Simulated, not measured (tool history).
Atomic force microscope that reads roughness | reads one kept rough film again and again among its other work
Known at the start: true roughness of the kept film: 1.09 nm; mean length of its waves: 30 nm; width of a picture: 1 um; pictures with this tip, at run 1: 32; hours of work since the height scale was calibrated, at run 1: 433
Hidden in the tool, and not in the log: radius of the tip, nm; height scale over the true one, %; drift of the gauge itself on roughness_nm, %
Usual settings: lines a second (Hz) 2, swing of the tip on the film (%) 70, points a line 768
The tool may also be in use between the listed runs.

run    hour  lines a second (Hz)  swing of the tip on the film (%)  points a line  pictures with this tip  hours of work since the height scale was calibrated  roughness of the kept film (nm (root mean square))
  1       0                    2                                70            768                      32                                                  433                                               0.975
  2    26.9                    2                                70            768                      72                                                  451                                               0.957
  3    68.2                    2                                70            768                     134                                                  478                                               0.958
  4     102                    2                                70            323                     185                                                  499                                               0.941
      120.9  -- new tip fitted
  5   153.8                    2                                70            323                      49                                                  533                                               0.973
  6   182.7                    2                                70            323                      92                                                  551                                               0.945
  7   210.7                    2                                70            288                     134                                                  569                                               0.952
  8   243.4                    2                                70            288                     184                                                  590                                               0.937
      264.3  -- new tip fitted
  9     291                    2                                70            288                      40                                                  621                                               0.955
 10   319.8                    2                                70            288                      83                                                  639                                               0.944
 11   348.8                    2                                70            768                     127                                                  658                                               0.965
 12     389                    2                                70            768                     187                                                  684                                               0.944
      409.7  -- new tip fitted
 13   425.9                    2                                56            768                      24                                                  708                                               1.013
 14   480.6                    2                                56            768                     106                                                  743                                               0.993
 15   513.2                    2                                56            563                     155                                                  764                                               0.998
 16   548.9                    2                                56            563                     209                                                  787                                               0.974
      552.1  -- new tip fitted
      553.1  -- height scale calibrated on a step standard
 17   597.2                    2                                56            563                      66                                                   29                                               1.008
 18   627.8                    2                                79            563                     112                                                   48                                               0.927
 19   689.2                 2.39                                76            290                     204                                                   88                                               0.891
      696.9  -- height scale calibrated on a step standard, once more
      697.4  -- new tip fitted
 20   728.2                 2.39                                76            290                      46                                                   20                                               0.925
 21   753.2                 0.77                                84            360                      84                                                   36                                               0.969
 22   784.8                 2.83                                70            360                     131                                                   56                                               0.933
 23   818.2                 0.75                                76            550                     181                                                   78                                               0.966
      840.6  -- new tip fitted
 24   872.9                 1.48                                70            768                      49                                                  113                                               0.986
 25   921.9                 1.48                                70            768                     122                                                  145                                               0.983
 26   964.1                 2.28                                58            409                     185                                                  172                                               0.965
      986.6  -- new tip fitted
 27  1021.7                 2.46                                70            996                      53                                                  209                                               0.967
 28  1077.6                    2                                81            844                     137                                                  245                                               0.917
 29  1112.8                 0.51                                81            618                     190                                                  268                                               0.983
     1131.9  -- new tip fitted
 30  1161.2                 0.51                                81            618                      44                                                  299                                               1.008
 31  1186.3                 0.51                                81            618                      81                                                  315                                               1.009
 32  1225.4                    2                                58            768                     140                                                  340                                               1.001
     1275.8  -- new tip fitted
 33  1283.7                    2                                58            768                      12                                                  378                                               1.014
 34  1323.6                    2                                58            768                      71                                                  403                                                1.01
 35  1362.6                 1.34                                76            662                     130                                                  429                                               0.968
 36  1394.9                 1.34                                76            662                     178                                                  449                                               0.956

How the hidden state differs across the entries between the runs, from the last listed run before each to the first after it:
Between runs 4 and 5: new tip fitted (hour 120.9)
  radius of the tip, nm: 15.3 -> 9.5; height scale over the true one, %: -0.38 -> -0.4
  measured less the result without the state, roughness of the kept film (nm (root mean square)): -0.039 -> -0.015
Between runs 8 and 9: new tip fitted (hour 264.3)
  radius of the tip, nm: 15.3 -> 9.3; height scale over the true one, %: -0.43 -> -0.45
  measured less the result without the state, roughness of the kept film (nm (root mean square)): -0.041 -> -0.015
Between runs 12 and 13: new tip fitted (hour 409.7)
  radius of the tip, nm: 15.6 -> 8.4; height scale over the true one, %: -0.48 -> -0.5
  measured less the result without the state, roughness of the kept film (nm (root mean square)): -0.042 -> -0.012
Between runs 16 and 17: new tip fitted (hour 552.1); height scale calibrated on a step standard (hour 553.1)
  radius of the tip, nm: 16.5 -> 10.2; height scale over the true one, %: -0.53 -> -0.65
  measured less the result without the state, roughness of the kept film (nm (root mean square)): -0.048 -> -0.021
Between runs 19 and 20: height scale calibrated on a step standard, once more (hour 696.9); new tip fitted (hour 697.4)
  radius of the tip, nm: 15.9 -> 10; height scale over the true one, %: -0.68 -> -0.02
  measured less the result without the state, roughness of the kept film (nm (root mean square)): -0.044 -> -0.013
Between runs 23 and 24: new tip fitted (hour 840.6)
  radius of the tip, nm: 15.9 -> 9.4; height scale over the true one, %: -0.05 -> -0.07
  measured less the result without the state, roughness of the kept film (nm (root mean square)): -0.041 -> -0.012
Between runs 26 and 27: new tip fitted (hour 986.6)
  radius of the tip, nm: 15.5 -> 9.3; height scale over the true one, %: -0.11 -> -0.12
  measured less the result without the state, roughness of the kept film (nm (root mean square)): -0.04 -> -0.012
Between runs 29 and 30: new tip fitted (hour 1131.9)
  radius of the tip, nm: 15.6 -> 9.1; height scale over the true one, %: -0.16 -> -0.17
  measured less the result without the state, roughness of the kept film (nm (root mean square)): -0.04 -> -0.012
Between runs 32 and 33: new tip fitted (hour 1275.8)
  radius of the tip, nm: 13.3 -> 7.7; height scale over the true one, %: -0.19 -> -0.21
  measured less the result without the state, roughness of the kept film (nm (root mean square)): -0.031 -> -0.006
